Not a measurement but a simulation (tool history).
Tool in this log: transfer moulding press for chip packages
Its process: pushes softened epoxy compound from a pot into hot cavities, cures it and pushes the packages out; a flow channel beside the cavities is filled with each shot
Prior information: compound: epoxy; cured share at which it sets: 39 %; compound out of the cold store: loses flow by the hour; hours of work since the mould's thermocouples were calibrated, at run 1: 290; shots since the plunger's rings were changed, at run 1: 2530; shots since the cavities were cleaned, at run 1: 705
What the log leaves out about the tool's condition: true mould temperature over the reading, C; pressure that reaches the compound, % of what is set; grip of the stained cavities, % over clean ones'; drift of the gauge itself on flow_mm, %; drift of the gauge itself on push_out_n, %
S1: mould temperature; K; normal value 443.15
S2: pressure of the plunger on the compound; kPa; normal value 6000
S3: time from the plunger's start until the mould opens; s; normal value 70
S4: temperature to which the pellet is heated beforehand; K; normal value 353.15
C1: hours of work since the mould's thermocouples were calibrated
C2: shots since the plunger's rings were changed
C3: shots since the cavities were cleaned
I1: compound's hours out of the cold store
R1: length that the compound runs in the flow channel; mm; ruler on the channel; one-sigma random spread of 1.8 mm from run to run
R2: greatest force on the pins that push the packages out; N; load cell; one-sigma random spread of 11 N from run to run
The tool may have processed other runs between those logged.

run,hour,S1,S2,S3,S4,C1,C2,C3,I1,R1,R2
1,0.0,443.15,6000,70,353.15,290,2530,705,28.2,813,854
# hour 20.5: plunger's sealing rings changed
# hour 37.4: cavities cleaned with cleaning compound and waxed
2,74.7,447.15,6000,70,353.15,329,636,451,41.5,781,545
3,105.3,443.15,6000,68,353.15,346,1005,820,35.3,807,927
# hour 126.5: cavities cleaned with cleaning compound and waxed
4,178.0,443.15,6000,68,353.15,384,1864,621,10.8,866,967
# hour 214.4: cavities cleaned with cleaning compound and waxed
5,214.4,444.15,6000,70,353.15,403,2286,0,44.8,772,407
6,248.6,444.15,6000,70,353.15,422,2698,412,38.2,785,649
# hour 254.8: plunger's sealing rings changed
7,283.8,443.15,6000,70,353.15,440,349,807,26.8,834,905
# hour 306.9: cavities cleaned with cleaning compound and waxed
8,314.8,443.15,6000,70,353.15,456,706,96,13.8,866,535
9,378.9,443.15,6000,70,353.15,491,1479,869,46.0,778,821
# hour 397.4: cavities cleaned with cleaning compound and waxed
10,415.6,443.15,6000,70,353.15,510,1904,219,32.3,806,607
11,460.9,443.15,6000,70,353.15,535,2451,766,44.0,777,797
# hour 487.7: plunger's sealing rings changed
# hour 489.2: cavities cleaned with cleaning compound and waxed
# hour 510.8: mould's thermocouples calibrated
12,518.0,443.15,6000,70,353.15,4,323,323,30.2,829,716
13,577.2,443.15,6000,70,353.15,36,1037,1037,26.2,832,1015
# hour 583.0: cavities cleaned with cleaning compound and waxed
14,611.8,443.15,6510,70,353.15,54,1437,347,37.8,834,662
15,642.4,443.15,6000,84,353.15,71,1806,716,29.4,817,576
# hour 674.3: cavities cleaned with cleaning compound and waxed
16,705.0,447.15,6280,107,344.15,104,2544,370,9.1,872,424
# hour 725.2: plunger's sealing rings changed
# hour 766.2: cavities cleaned with cleaning compound and waxed
17,780.9,449.15,5410,58,351.15,143,653,177,35.1,750,690
18,815.0,435.15,7430,70,359.15,162,1065,589,11.4,1010,1614
# hour 855.2: cavities cleaned with cleaning compound and waxed
19,882.2,435.15,7430,70,359.15,198,1859,327,39.7,916,1176
20,912.2,435.15,4900,70,359.15,214,2220,688,30.0,765,1517
# hour 944.3: cavities cleaned with cleaning compound and waxed
21,951.8,444.15,5640,70,359.15,235,2680,90,27.4,789,499
# hour 958.6: plunger's sealing rings changed
22,1019.9,444.15,5640,70,359.15,270,740,882,13.5,834,843
# hour 1038.3: cavities cleaned with cleaning compound and waxed
23,1058.5,441.15,6000,70,353.15,291,1187,244,24.6,841,762
24,1106.5,436.15,6000,99,346.15,317,1767,824,29.7,847,690
# hour 1130.8: cavities cleaned with cleaning compound and waxed
25,1137.1,446.15,6000,99,348.15,332,2118,76,10.0,855,332
26,1166.7,446.15,6000,79,348.15,349,2475,433,23.7,819,518
# hour 1195.2: plunger's sealing rings changed
# hour 1221.2: cavities cleaned with cleaning compound and waxed
27,1241.3,436.15,6000,50,349.15,387,537,242,10.2,903,2036
28,1296.0,442.15,5640,64,343.15,417,1197,902,8.3,860,1401

Consider 3 possible next runs. They are alternatives, not a sequence: every one starts from the tool as it was left by run 28. What does each give?
# hour 1312.7: cavities cleaned with cleaning compound and waxed
A,1358.3,443.15,7090,87,353.15,450,1932,550,16.6,?,?
# hour 1312.7: cavities cleaned with cleaning compound and waxed
B,1358.3,443.15,5930,70,353.15,450,1932,550,34.1,?,?
# hour 1312.7: cavities cleaned with cleaning compound and waxed
C,1358.3,443.15,6000,70,352.15,450,1932,550,32.5,?,?

run,R1,R2
A,921,542
B,801,782
C,808,790
Stripped of hidden state, with their random variation kept, the same runs would have yielded:
run,R1,R2
A,942,333
B,819,488
C,826,497
